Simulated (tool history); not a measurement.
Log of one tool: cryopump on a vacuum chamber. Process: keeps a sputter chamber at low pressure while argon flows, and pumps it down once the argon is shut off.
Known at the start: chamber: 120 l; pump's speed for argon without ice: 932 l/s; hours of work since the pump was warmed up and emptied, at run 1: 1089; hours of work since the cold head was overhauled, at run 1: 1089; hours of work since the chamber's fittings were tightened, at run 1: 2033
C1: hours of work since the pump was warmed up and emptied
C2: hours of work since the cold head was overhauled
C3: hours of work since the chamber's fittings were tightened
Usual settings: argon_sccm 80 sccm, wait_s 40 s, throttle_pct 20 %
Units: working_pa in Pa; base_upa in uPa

run 1 hour=0 | argon_sccm=80 wait_s=40 throttle_pct=20 | C1=1089 C2=1089 C3=2033 | working_pa=0.807 base_upa=4.91
run 2 hour=59.7 | argon_sccm=42 wait_s=40 throttle_pct=20 | C1=1119 C2=1119 C3=2063 | working_pa=0.4179 base_upa=5.05
run 3 hour=96.4 | argon_sccm=42 wait_s=40 throttle_pct=20 | C1=1137 C2=1137 C3=2081 | working_pa=0.4202 base_upa=4.98
run 4 hour=165 | argon_sccm=42 wait_s=40 throttle_pct=20 | C1=1172 C2=1172 C3=2116 | working_pa=0.4207 base_upa=5.08
-- hour=177.6 pump warmed up, emptied and cooled again
run 5 hour=248.2 | argon_sccm=42 wait_s=40 throttle_pct=20 | C1=35 C2=1211 C3=2155 | working_pa=0.3843 base_upa=4.24
run 6 hour=315.6 | argon_sccm=48 wait_s=40 throttle_pct=20 | C1=69 C2=1245 C3=2189 | working_pa=0.4411 base_upa=4.13
run 7 hour=364.4 | argon_sccm=48 wait_s=40 throttle_pct=20 | C1=94 C2=1269 C3=2213 | working_pa=0.4376 base_upa=4.14
run 8 hour=412 | argon_sccm=48 wait_s=40 throttle_pct=20 | C1=118 C2=1293 C3=2237 | working_pa=0.4395 base_upa=4.17
run 9 hour=459.8 | argon_sccm=48 wait_s=40 throttle_pct=20 | C1=142 C2=1317 C3=2261 | working_pa=0.4415 base_upa=4.27
run 10 hour=510.8 | argon_sccm=48 wait_s=40 throttle_pct=20 | C1=167 C2=1343 C3=2287 | working_pa=0.4391 base_upa=4.31
run 11 hour=575.7 | argon_sccm=48 wait_s=40 throttle_pct=20 | C1=200 C2=1375 C3=2319 | working_pa=0.4414 base_upa=4.41
run 12 hour=622.9 | argon_sccm=48 wait_s=40 throttle_pct=20 | C1=223 C2=1399 C3=2343 | working_pa=0.4393 base_upa=4.39
run 13 hour=699 | argon_sccm=80 wait_s=40 throttle_pct=20 | C1=262 C2=1437 C3=2381 | working_pa=0.7414 base_upa=4.51
run 14 hour=771.7 | argon_sccm=80 wait_s=40 throttle_pct=32 | C1=298 C2=1474 C3=2418 | working_pa=0.467 base_upa=4.55
run 15 hour=815.2 | argon_sccm=80 wait_s=40 throttle_pct=32 | C1=320 C2=1495 C3=2440 | working_pa=0.4701 base_upa=4.61
run 16 hour=881.1 | argon_sccm=80 wait_s=40 throttle_pct=32 | C1=353 C2=1528 C3=2473 | working_pa=0.4709 base_upa=4.73
run 17 hour=962.1 | argon_sccm=80 wait_s=40 throttle_pct=32 | C1=394 C2=1569 C3=2513 | working_pa=0.4739 base_upa=4.73
run 18 hour=1046.5 | argon_sccm=36 wait_s=87 throttle_pct=20 | C1=436 C2=1611 C3=2556 | working_pa=0.3377 base_upa=3.72
run 19 hour=1090.1 | argon_sccm=66 wait_s=90 throttle_pct=20 | C1=458 C2=1633 C3=2578 | working_pa=0.6181 base_upa=3.71
run 20 hour=1134.7 | argon_sccm=109 wait_s=222 throttle_pct=18 | C1=480 C2=1656 C3=2600 | working_pa=1.1307 base_upa=3.14
run 21 hour=1195.6 | argon_sccm=54 wait_s=104 throttle_pct=60 | C1=511 C2=1686 C3=2630 | working_pa=0.1815 base_upa=3.61
run 22 hour=1267.7 | argon_sccm=50 wait_s=40 throttle_pct=36 | C1=547 C2=1722 C3=2667 | working_pa=0.2708 base_upa=5.05
run 23 hour=1351.3 | argon_sccm=116 wait_s=75 throttle_pct=60 | C1=589 C2=1764 C3=2709 | working_pa=0.393 base_upa=4.11
run 24 hour=1397.7 | argon_sccm=116 wait_s=75 throttle_pct=60 | C1=612 C2=1788 C3=2732 | working_pa=0.3977 base_upa=4.02

Forecast run 25:
run 25 hour=1482.1 | argon_sccm=98 wait_s=116 throttle_pct=60 | C1=655 C2=1830 C3=2774 | working_pa=? base_upa=?

{"run 25": {"working_pa": 0.3415, "base_upa": 3.81}}
Without the tool's hidden state the same run would have given working_pa 0.297 Pa, base_upa 1.04 uPa.
